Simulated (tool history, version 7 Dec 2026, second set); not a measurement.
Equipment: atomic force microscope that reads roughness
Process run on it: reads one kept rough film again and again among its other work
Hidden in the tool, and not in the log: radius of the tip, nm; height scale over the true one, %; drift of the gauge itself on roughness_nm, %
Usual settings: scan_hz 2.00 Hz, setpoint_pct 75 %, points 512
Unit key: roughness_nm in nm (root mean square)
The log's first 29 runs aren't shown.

run	hour	scan_hz	setpoint_pct	points	pictures with this tip	hours of work since the height scale was calibrated	roughness_nm
# hour 485.9: height scale calibrated on a step standard
30	505.0	0.73	57	559	230	14	2.279
31	529.7	1.54	68	435	286	32	2.050
32	541.5	2.52	61	287	313	40	1.957
# hour 557.3: height scale calibrated on a step standard, once more
33	557.8	2.52	61	287	348	0	1.937
# hour 562.4: new tip fitted
34	584.0	2.52	61	287	50	19	2.408
35	595.3	2.52	61	287	75	27	2.375
36	609.9	1.10	70	298	108	38	2.368
37	624.6	1.00	75	642	142	49	2.292
38	648.2	1.00	75	642	196	66	2.220
39	671.9	1.00	87	642	250	83	2.018
40	695.5	1.00	87	642	303	100	1.966
41	715.2	1.00	87	642	348	114	1.886
# hour 719.8: new tip fitted
42	739.4	2.00	75	350	45	132	2.266
43	753.4	0.74	74	621	77	142	2.477
44	771.5	0.74	74	621	118	155	2.383
45	796.0	1.09	74	581	174	173	2.230
46	817.3	0.61	87	581	222	188	2.160

Below are 5 alternative next runs, each starting from the tool's condition after run 46. Predict each:
A	839.9	0.61	56	432	274	205	?
B	839.9	2.93	82	670	274	205	?
C	839.9	1.10	75	669	274	205	?
D	839.9	1.74	78	447	274	205	?
E	839.9	2.35	66	581	274	205	?

run	roughness_nm
A	2.210
B	1.679
C	2.068
D	1.926
E	2.028
Take away the tool's hidden state, keep each run's random variation, and the runs would have read:
run	roughness_nm
A	2.748
B	2.087
C	2.571
D	2.394
E	2.521
